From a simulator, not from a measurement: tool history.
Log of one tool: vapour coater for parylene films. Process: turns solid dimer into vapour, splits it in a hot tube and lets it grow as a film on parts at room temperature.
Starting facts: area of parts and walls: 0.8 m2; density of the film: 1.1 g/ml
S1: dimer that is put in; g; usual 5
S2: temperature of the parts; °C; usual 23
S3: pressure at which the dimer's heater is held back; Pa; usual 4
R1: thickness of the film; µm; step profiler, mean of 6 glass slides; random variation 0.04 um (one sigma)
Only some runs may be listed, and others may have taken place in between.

run     day  S1  S2    S3    R1
  1       0   5  23     4  4.33
  2   1.479   5  23     4  4.36
  3   2.862   5  23     4  4.26
  4   4.583   5  32     4  3.24
  5     6.1   5  32  8.02  2.77
  6   7.783   5  32  8.02  2.82
  7   8.583   3  16  5.02   3.1
  8  10.038   4  29  2.05  3.27
  9  11.783   4  29  2.05  3.33
 10  13.429   4  29  2.05  3.36
 11  15.171   5  33  3.11  3.29
 12  16.879   5  23  7.33  3.82

Taken out of this log: 1 entry between the listed runs. Where each belongs, and how the hidden state differs across it:
In the gap between runs 5 and 6: trap's valve overhauled (day 6.996)
  vapour lost through the trap's worn valve, %: 0.3 -> 0; true temperature of the parts over the reading, C: 0 -> 0.01

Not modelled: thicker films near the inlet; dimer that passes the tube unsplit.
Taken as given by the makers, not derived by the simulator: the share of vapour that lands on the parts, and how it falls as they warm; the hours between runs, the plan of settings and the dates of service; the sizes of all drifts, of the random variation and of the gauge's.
